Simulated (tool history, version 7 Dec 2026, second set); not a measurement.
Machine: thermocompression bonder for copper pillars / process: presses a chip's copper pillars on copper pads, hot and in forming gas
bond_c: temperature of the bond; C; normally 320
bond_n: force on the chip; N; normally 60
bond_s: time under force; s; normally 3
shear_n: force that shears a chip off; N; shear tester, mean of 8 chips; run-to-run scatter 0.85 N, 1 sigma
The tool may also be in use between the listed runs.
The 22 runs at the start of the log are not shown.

run   hour  bond_c  bond_n  bond_s  shear_n
 23  203.3     320      80       3     79.8
     212.2  -- heater calibrated with a thermocouple chip, once more
 24  216.5     320      80       3     73.9
 25  222.9     320      80       3     74.2
 26  229.4     333      80       2     73.7
 27    237     344      79       6    100.3
 28  248.2     320      54       3     62.5
 29  257.2     324      41       5     68.1
 30    265     324      41       9     81.6
 31  275.8     324      40       7     74.6
 32  286.3     324      40       7     75.3
 33  292.7     314      40       7     68.1
 34  298.7     320      60       5     74.8
 35  305.7     320      72       2       62
 36  313.6     332      72       2     70.8
 37    320     332      51       3       69
 38  331.8     332      43       3       65
 39  343.4     320      59       3     65.5
 40  350.2     320      59       7       82

Each row is a separate what-if for the run after 40, all from the same tool condition, not one after another. Results?
  A  362.1     298      56       7        ?
  B  362.1     320      60       8        ?
  C  362.1     304      60       5        ?

run  shear_n
  A     65.1
  B     83.4
  C     64.3
Without the tool's hidden state the same runs would have given:
run  shear_n
  A     67.8
  B     86.3
  C     66.9
